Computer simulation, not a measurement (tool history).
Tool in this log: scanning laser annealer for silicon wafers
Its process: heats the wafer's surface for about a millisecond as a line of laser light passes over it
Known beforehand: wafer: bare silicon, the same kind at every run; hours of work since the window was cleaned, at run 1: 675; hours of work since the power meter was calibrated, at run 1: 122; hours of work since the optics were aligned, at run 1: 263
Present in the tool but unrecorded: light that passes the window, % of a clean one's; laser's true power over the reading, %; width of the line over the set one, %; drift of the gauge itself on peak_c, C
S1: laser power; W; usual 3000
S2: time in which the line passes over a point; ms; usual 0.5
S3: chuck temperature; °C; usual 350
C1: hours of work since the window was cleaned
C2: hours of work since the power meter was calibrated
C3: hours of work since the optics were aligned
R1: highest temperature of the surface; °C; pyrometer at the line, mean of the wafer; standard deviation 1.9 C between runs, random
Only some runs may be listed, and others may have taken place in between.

| run | hour | S1 | S2 | S3 | C1 | C2 | C3 | R1 |
|---|---|---|---|---|---|---|---|---|
| 1 | 0 | 3000 | 0.5 | 350 | 675 | 122 | 263 | 1186 |
| 2 | 12.5 | 3000 | 0.5 | 350 | 682 | 129 | 271 | 1184 |
| 3 | 23.7 | 3000 | 0.5 | 350 | 689 | 135 | 277 | 1186 |
| 4 | 36.6 | 3000 | 0.5 | 350 | 696 | 142 | 284 | 1186 |
| 5 | 50.3 | 3000 | 0.5 | 350 | 704 | 150 | 292 | 1183 |
| 6 | 59.3 | 3000 | 0.5 | 350 | 709 | 155 | 297 | 1186 |
| 7 | 69.4 | 3000 | 0.5 | 342 | 715 | 161 | 303 | 1174 |
| 8 | 85.6 | 3000 | 0.5 | 321 | 724 | 170 | 312 | 1155 |
| 9 | 104.2 | 3000 | 0.5 | 321 | 734 | 181 | 323 | 1155 |
| 10 | 114.8 | 3000 | 0.5 | 321 | 740 | 187 | 329 | 1154 |
| 11 | 133.5 | 3000 | 0.5 | 347 | 751 | 197 | 339 | 1179 |
| 12 | 150.1 | 3000 | 0.5 | 347 | 760 | 207 | 349 | 1181 |
| 13 | 161.7 | 3000 | 0.5 | 347 | 767 | 213 | 355 | 1179 |
| 14 | 177 | 3000 | 0.5 | 347 | 776 | 222 | 364 | 1182 |
| 15 | 189.3 | 3000 | 0.5 | 347 | 783 | 229 | 371 | 1178 |
| 16 | 197.4 | 3000 | 0.5 | 384 | 787 | 234 | 376 | 1218 |
| 17 | 210.8 | 2769 | 0.437 | 332 | 795 | 241 | 383 | 1046 |
| 18 | 228.2 | 2996 | 0.358 | 350 | 805 | 251 | 393 | 1060 |
| 19 | 243.3 | 2793 | 0.376 | 370 | 813 | 260 | 402 | 1046 |
| 20 | 254.5 | 2793 | 0.376 | 370 | 820 | 266 | 408 | 1044 |
|  | 272.9 | window over the wafer cleaned |
| 21 | 273.6 | 2793 | 0.376 | 370 | 0 | 276 | 418 | 1046 |
| 22 | 285 | 3000 | 0.36 | 345 | 7 | 282 | 424 | 1059 |
| 23 | 295.2 | 3000 | 0.487 | 341 | 13 | 288 | 430 | 1172 |
| 24 | 313.7 | 3000 | 0.373 | 350 | 23 | 299 | 440 | 1076 |
| 25 | 329.2 | 2635 | 0.49 | 346 | 32 | 307 | 449 | 1067 |
| 26 | 337.8 | 3000 | 0.478 | 311 | 37 | 312 | 454 | 1126 |
| 27 | 354.5 | 2551 | 0.366 | 311 | 46 | 322 | 464 | 920 |
| 28 | 362.2 | 2551 | 0.366 | 311 | 51 | 326 | 468 | 913 |
| 29 | 377.5 | 2551 | 0.411 | 383 | 59 | 335 | 477 | 1022 |
| 30 | 391.1 | 3000 | 0.611 | 310 | 67 | 343 | 484 | 1226 |
| 31 | 404.1 | 2741 | 0.442 | 322 | 75 | 350 | 492 | 1035 |

Describe how what the log doesn't record of the tool's condition differs between the last listed run preceding each entry between runs and the first listed run following it.
Runs 20 to 21: window over the wafer cleaned (hour 272.9)
  light that passes the window, % of a clean one's: 99.81 -> 100

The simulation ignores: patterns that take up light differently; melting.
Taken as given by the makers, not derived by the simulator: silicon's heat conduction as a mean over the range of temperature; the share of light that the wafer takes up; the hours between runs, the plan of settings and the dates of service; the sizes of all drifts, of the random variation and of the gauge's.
